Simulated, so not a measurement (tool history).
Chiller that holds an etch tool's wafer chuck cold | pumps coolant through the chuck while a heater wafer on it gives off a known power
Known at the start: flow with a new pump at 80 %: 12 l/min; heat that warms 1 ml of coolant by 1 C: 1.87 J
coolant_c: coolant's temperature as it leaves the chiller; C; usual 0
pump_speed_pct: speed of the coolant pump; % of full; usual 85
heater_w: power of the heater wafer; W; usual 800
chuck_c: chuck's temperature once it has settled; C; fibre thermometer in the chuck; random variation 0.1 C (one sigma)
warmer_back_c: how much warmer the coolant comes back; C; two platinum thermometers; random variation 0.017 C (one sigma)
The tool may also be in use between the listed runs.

run 1 day=0.000 | coolant_c=0 pump_speed_pct=85 heater_w=800 | chuck_c=10.3 warmer_back_c=2.10
run 2 day=1.538 | coolant_c=0 pump_speed_pct=85 heater_w=800 | chuck_c=10.2 warmer_back_c=2.11
run 3 day=2.775 | coolant_c=0 pump_speed_pct=85 heater_w=800 | chuck_c=10.3 warmer_back_c=2.08
run 4 day=5.179 | coolant_c=0 pump_speed_pct=85 heater_w=800 | chuck_c=10.3 warmer_back_c=2.08
run 5 day=6.521 | coolant_c=10 pump_speed_pct=85 heater_w=800 | chuck_c=20.4 warmer_back_c=2.08
run 6 day=8.196 | coolant_c=6 pump_speed_pct=85 heater_w=800 | chuck_c=16.3 warmer_back_c=2.10
run 7 day=9.454 | coolant_c=6 pump_speed_pct=85 heater_w=800 | chuck_c=16.4 warmer_back_c=2.09
run 8 day=10.742 | coolant_c=6 pump_speed_pct=85 heater_w=800 | chuck_c=16.4 warmer_back_c=2.09
run 9 day=12.312 | coolant_c=6 pump_speed_pct=85 heater_w=800 | chuck_c=16.5 warmer_back_c=2.14
run 10 day=15.075 | coolant_c=6 pump_speed_pct=85 heater_w=800 | chuck_c=16.4 warmer_back_c=2.11
run 11 day=17.158 | coolant_c=8 pump_speed_pct=85 heater_w=800 | chuck_c=18.5 warmer_back_c=2.12
run 12 day=19.950 | coolant_c=0 pump_speed_pct=85 heater_w=800 | chuck_c=10.6 warmer_back_c=2.11
run 13 day=21.404 | coolant_c=0 pump_speed_pct=85 heater_w=800 | chuck_c=10.5 warmer_back_c=2.11
run 14 day=22.783 | coolant_c=1 pump_speed_pct=85 heater_w=800 | chuck_c=11.5 warmer_back_c=2.08
run 15 day=24.458 | coolant_c=0 pump_speed_pct=85 heater_w=573 | chuck_c=7.7 warmer_back_c=1.51
run 16 day=25.992 | coolant_c=0 pump_speed_pct=85 heater_w=573 | chuck_c=7.7 warmer_back_c=1.54
run 17 day=28.142 | coolant_c=0 pump_speed_pct=85 heater_w=573 | chuck_c=7.8 warmer_back_c=1.51
run 18 day=30.538 | coolant_c=-10 pump_speed_pct=67 heater_w=404 | chuck_c=-3.9 warmer_back_c=1.34
run 19 day=32.471 | coolant_c=3 pump_speed_pct=85 heater_w=553 | chuck_c=10.3 warmer_back_c=1.46
run 20 day=34.338 | coolant_c=3 pump_speed_pct=85 heater_w=553 | chuck_c=10.4 warmer_back_c=1.48
run 21 day=36.550 | coolant_c=3 pump_speed_pct=85 heater_w=553 | chuck_c=10.3 warmer_back_c=1.47
run 22 day=39.254 | coolant_c=3 pump_speed_pct=85 heater_w=617 | chuck_c=11.2 warmer_back_c=1.63
run 23 day=40.850 | coolant_c=1 pump_speed_pct=85 heater_w=783 | chuck_c=11.4 warmer_back_c=2.09
run 24 day=42.783 | coolant_c=0 pump_speed_pct=75 heater_w=800 | chuck_c=11.5 warmer_back_c=2.42
run 25 day=44.283 | coolant_c=1 pump_speed_pct=95 heater_w=501 | chuck_c=7.3 warmer_back_c=1.19
run 26 day=46.771 | coolant_c=0 pump_speed_pct=85 heater_w=504 | chuck_c=6.8 warmer_back_c=1.30
run 27 day=49.158 | coolant_c=0 pump_speed_pct=85 heater_w=504 | chuck_c=6.9 warmer_back_c=1.33
run 28 day=51.558 | coolant_c=7 pump_speed_pct=84 heater_w=800 | chuck_c=18.0 warmer_back_c=2.19
run 29 day=52.896 | coolant_c=0 pump_speed_pct=69 heater_w=597 | chuck_c=9.1 warmer_back_c=1.94
run 30 day=55.438 | coolant_c=-3 pump_speed_pct=82 heater_w=407 | chuck_c=2.9 warmer_back_c=1.11
run 31 day=56.912 | coolant_c=-3 pump_speed_pct=62 heater_w=825 | chuck_c=10.2 warmer_back_c=3.00

5 ways to go on from here, each from the tool as it stands after run 31. What would each give?
run A day=58.042 | coolant_c=0 pump_speed_pct=82 heater_w=800 | chuck_c=? warmer_back_c=?
run B day=58.042 | coolant_c=-1 pump_speed_pct=74 heater_w=407 | chuck_c=? warmer_back_c=?
run C day=58.042 | coolant_c=6 pump_speed_pct=85 heater_w=1058 | chuck_c=? warmer_back_c=?
run D day=58.042 | coolant_c=0 pump_speed_pct=85 heater_w=879 | chuck_c=? warmer_back_c=?
run E day=58.042 | coolant_c=6 pump_speed_pct=85 heater_w=536 | chuck_c=? warmer_back_c=?

run=A chuck_c=11.1 warmer_back_c=2.21
run=B chuck_c=5.0 warmer_back_c=1.26
run=C chuck_c=20.5 warmer_back_c=2.83
run=D chuck_c=12.1 warmer_back_c=2.35
run=E chuck_c=13.4 warmer_back_c=1.42
Without the tool's hidden state the same runs would have given:
run=A chuck_c=9.5 warmer_back_c=2.08
run=B chuck_c=4.1 warmer_back_c=1.19
run=C chuck_c=18.5 warmer_back_c=2.67
run=D chuck_c=10.3 warmer_back_c=2.21
run=E chuck_c=12.2 warmer_back_c=1.34
